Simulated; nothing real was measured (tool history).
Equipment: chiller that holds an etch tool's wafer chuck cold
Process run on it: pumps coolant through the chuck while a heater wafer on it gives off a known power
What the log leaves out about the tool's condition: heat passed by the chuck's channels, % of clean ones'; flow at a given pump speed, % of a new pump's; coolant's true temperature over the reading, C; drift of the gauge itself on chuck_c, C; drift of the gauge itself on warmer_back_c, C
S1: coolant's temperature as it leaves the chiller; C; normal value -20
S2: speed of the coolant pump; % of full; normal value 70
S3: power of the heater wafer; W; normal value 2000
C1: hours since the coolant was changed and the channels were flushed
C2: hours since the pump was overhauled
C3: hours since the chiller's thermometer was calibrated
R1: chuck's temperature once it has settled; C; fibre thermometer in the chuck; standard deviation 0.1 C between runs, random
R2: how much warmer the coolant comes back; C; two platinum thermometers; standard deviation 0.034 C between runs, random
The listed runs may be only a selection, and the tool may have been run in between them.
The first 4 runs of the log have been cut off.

run 5 hour=101.0 | S1=-20 S2=70 S3=2000 | C1=2271 C2=733 C3=1973 | R1=-4.2 R2=5.37
run 6 hour=116.6 | S1=-20 S2=70 S3=1960 | C1=2287 C2=748 C3=1989 | R1=-4.7 R2=5.25
run 7 hour=134.3 | S1=-20 S2=70 S3=2000 | C1=2304 C2=766 C3=2006 | R1=-4.3 R2=5.38
run 8 hour=158.0 | S1=-20 S2=70 S3=2000 | C1=2328 C2=790 C3=2030 | R1=-4.3 R2=5.37
run 9 hour=189.4 | S1=-20 S2=70 S3=2000 | C1=2359 C2=821 C3=2062 | R1=-4.3 R2=5.41
run 10 hour=209.0 | S1=-20 S2=70 S3=2000 | C1=2379 C2=841 C3=2081 | R1=-4.3 R2=5.37
run 11 hour=228.3 | S1=-20 S2=70 S3=2000 | C1=2398 C2=860 C3=2100 | R1=-4.3 R2=5.39
run 12 hour=243.3 | S1=-20 S2=70 S3=2000 | C1=2413 C2=875 C3=2115 | R1=-4.0 R2=5.43
run 13 hour=269.2 | S1=-20 S2=70 S3=2000 | C1=2439 C2=901 C3=2141 | R1=-4.2 R2=5.34
run 14 hour=287.5 | S1=-20 S2=70 S3=2000 | C1=2457 C2=919 C3=2160 | R1=-4.3 R2=5.42
run 15 hour=308.5 | S1=-20 S2=70 S3=1813 | C1=2478 C2=940 C3=2181 | R1=-5.7 R2=4.91
run 16 hour=334.8 | S1=-20 S2=70 S3=2000 | C1=2505 C2=967 C3=2207 | R1=-4.2 R2=5.40
run 17 hour=361.0 | S1=-29 S2=62 S3=2000 | C1=2531 C2=993 C3=2233 | R1=-12.2 R2=6.11
run 18 hour=383.2 | S1=-29 S2=62 S3=2000 | C1=2553 C2=1015 C3=2255 | R1=-12.1 R2=6.07

Predict the results of run 19:
run 19 hour=403.6 | S1=-20 S2=87 S3=1502 | C1=2574 C2=1035 C3=2276 | R1=? R2=?

{"run 19": {"R1": -9.5, "R2": 3.31}}
Had the tool carried no hidden state, the very same run would have given R1 -9.8 C, R2 3.23 C.

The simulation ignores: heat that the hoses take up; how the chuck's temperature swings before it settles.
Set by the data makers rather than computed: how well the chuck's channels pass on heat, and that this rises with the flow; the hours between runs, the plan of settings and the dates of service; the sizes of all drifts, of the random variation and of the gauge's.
